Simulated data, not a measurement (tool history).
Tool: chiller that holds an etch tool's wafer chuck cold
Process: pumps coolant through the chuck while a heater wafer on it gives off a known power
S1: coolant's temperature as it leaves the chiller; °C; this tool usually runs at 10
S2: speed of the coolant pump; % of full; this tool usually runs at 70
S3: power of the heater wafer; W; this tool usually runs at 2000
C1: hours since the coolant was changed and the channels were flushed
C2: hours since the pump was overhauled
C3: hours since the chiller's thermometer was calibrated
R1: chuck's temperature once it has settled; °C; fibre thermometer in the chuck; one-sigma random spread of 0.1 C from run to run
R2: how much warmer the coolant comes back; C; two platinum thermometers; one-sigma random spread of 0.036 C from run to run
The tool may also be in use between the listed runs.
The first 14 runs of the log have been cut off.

run 15 hour=462.6 | S1=10 S2=70 S3=2000 | C1=4697 C2=965 C3=173 | R1=33.1 R2=6.86
run 16 hour=502.8 | S1=10 S2=70 S3=2000 | C1=4737 C2=1005 C3=214 | R1=33.1 R2=6.92
run 17 hour=524.1 | S1=10 S2=70 S3=2000 | C1=4758 C2=1027 C3=235 | R1=33.1 R2=6.89
run 18 hour=547.8 | S1=10 S2=89 S3=2000 | C1=4782 C2=1050 C3=259 | R1=29.7 R2=5.34
run 19 hour=569.3 | S1=6 S2=89 S3=1900 | C1=4804 C2=1072 C3=280 | R1=24.8 R2=5.1
run 20 hour=610.3 | S1=6 S2=89 S3=1900 | C1=4845 C2=1113 C3=321 | R1=24.9 R2=5.08
run 21 hour=656.4 | S1=19 S2=78 S3=2000 | C1=4891 C2=1159 C3=367 | R1=40.6 R2=6.18
run 22 hour=686.6 | S1=10 S2=72 S3=2781 | C1=4921 C2=1189 C3=397 | R1=41.7 R2=9.4
run 23 hour=728.3 | S1=5 S2=60 S3=2216 | C1=4963 C2=1231 C3=439 | R1=33.4 R2=9.06
run 24 hour=757.5 | S1=5 S2=60 S3=2216 | C1=4992 C2=1260 C3=468 | R1=33.5 R2=9.11
run 25 hour=779.8 | S1=5 S2=75 S3=2170 | C1=5014 C2=1282 C3=491 | R1=29.2 R2=6.98
-- hour=798.5 coolant changed, channels flushed
run 26 hour=809.7 | S1=15 S2=70 S3=2667 | C1=11 C2=1306 C3=515 | R1=41.4 R2=9.26
run 27 hour=836.5 | S1=6 S2=74 S3=2000 | C1=38 C2=1333 C3=541 | R1=25.1 R2=6.56
run 28 hour=882.4 | S1=10 S2=61 S3=1209 | C1=84 C2=1379 C3=587 | R1=23.1 R2=4.87
run 29 hour=907.4 | S1=10 S2=61 S3=1209 | C1=109 C2=1404 C3=612 | R1=23.3 R2=4.89
run 30 hour=941.7 | S1=10 S2=61 S3=1209 | C1=143 C2=1438 C3=647 | R1=23.1 R2=4.88
run 31 hour=973.7 | S1=10 S2=96 S3=1137 | C1=175 C2=1470 C3=679 | R1=19.4 R2=2.9

Consider 4 possible next runs. They are alternatives, not a sequence: every one starts from the tool as it was left by run 31. What does each give?
run A hour=1003.5 | S1=9 S2=70 S3=1019 | C1=205 C2=1500 C3=708 | R1=? R2=?
run B hour=1003.5 | S1=6 S2=96 S3=1137 | C1=205 C2=1500 C3=708 | R1=? R2=?
run C hour=1003.5 | S1=18 S2=70 S3=2000 | C1=205 C2=1500 C3=708 | R1=? R2=?
run D hour=1003.5 | S1=10 S2=81 S3=1336 | C1=205 C2=1500 C3=708 | R1=? R2=?

run=A R1=19.3 R2=3.53
run=B R1=15.3 R2=2.88
run=C R1=38 R2=6.97
run=D R1=22 R2=3.99
The same runs, with their run-to-run variation unchanged, on a tool lacking any hidden condition would have given:
run=A R1=18.8 R2=3.36
run=B R1=14.9 R2=2.74
run=C R1=37.2 R2=6.64
run=D R1=21.4 R2=3.8
